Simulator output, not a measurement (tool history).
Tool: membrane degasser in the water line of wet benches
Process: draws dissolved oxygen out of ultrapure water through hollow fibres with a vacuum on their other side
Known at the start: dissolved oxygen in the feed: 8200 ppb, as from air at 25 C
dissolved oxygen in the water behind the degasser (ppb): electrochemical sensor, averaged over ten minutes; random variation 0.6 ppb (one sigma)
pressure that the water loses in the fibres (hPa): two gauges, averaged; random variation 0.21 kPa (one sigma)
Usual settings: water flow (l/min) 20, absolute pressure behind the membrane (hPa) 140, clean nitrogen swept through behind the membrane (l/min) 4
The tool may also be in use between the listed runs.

run,hour,water flow (l/min),absolute pressure behind the membrane (hPa),clean nitrogen swept through behind the membrane (l/min),dissolved oxygen in the water behind the degasser (ppb),pressure that the water loses in the fibres (hPa)
1,0,20,140,4,136.9,473.8
2,43.6,20,140,4,136.4,476.3
3,63.4,20,140,4,137.4,480.1
4,96.5,20,140,4,138.6,480.6
5,116.1,20,140,4,138.7,476.9
6,141.2,20,140,4,138.1,482.1
7,187.3,20,140,4,138.1,480.4
8,221.4,15,140,4,101.9,359.4
9,257.4,15,140,4,102,361.1
10,283.6,15,140,4,102.7,359.5
11,314,15,140,4,102.4,362.2
12,336.1,15,140,4,102.5,363.6
13,382.9,20,99,4,88.5,480.4
14,413.2,22,190,2.13,382.9,531.8
15,438.2,27,140,4,193.2,651.5
16,482.8,28,140,8.47,112.3,676.1
17,502.8,27,311,5.32,355.1,654.9
18,525,20,215,4,227.4,481
19,568,16,204,2.2,298.5,384.4
20,597.9,16,204,2.2,296.2,387.1
21,630.4,16,204,2.2,298.7,385.1
22,673.4,20,233,7.77,132.8,485.6

Some steps in dissolved oxygen in the water behind the degasser (ppb) between neighbouring runs. How much of each would the tool show without its hidden state too (settings, what came in, random variation), and how much is left for the hidden state, with any gauge scatter that isn't in both results?
The hidden state here: membrane still open, %; true pressure behind the membrane over the reading, kPa; air that leaks in behind the membrane, l/min; drift of the gauge itself on oxygen_ppb, %; drift of the gauge itself on loss_of_pressure_kpa, %.
Run 13 -> 14: water flow (l/min) 20 -> 22, absolute pressure behind the membrane (hPa) 99 -> 190, clean nitrogen swept through behind the membrane (l/min) 4 -> 2.13. dissolved oxygen in the water behind the degasser (ppb) +294.4: hidden state +4.1, all else +290.3.
Run 16 -> 17: water flow (l/min) 28 -> 27, absolute pressure behind the membrane (hPa) 140 -> 311, clean nitrogen swept through behind the membrane (l/min) 8.47 -> 5.32. dissolved oxygen in the water behind the degasser (ppb) +242.8: hidden state +1.5, all else +241.3.
Run 21 -> 22: water flow (l/min) 16 -> 20, absolute pressure behind the membrane (hPa) 204 -> 233, clean nitrogen swept through behind the membrane (l/min) 2.2 -> 7.77. dissolved oxygen in the water behind the degasser (ppb) -165.9: hidden state -3.3, all else -162.6.
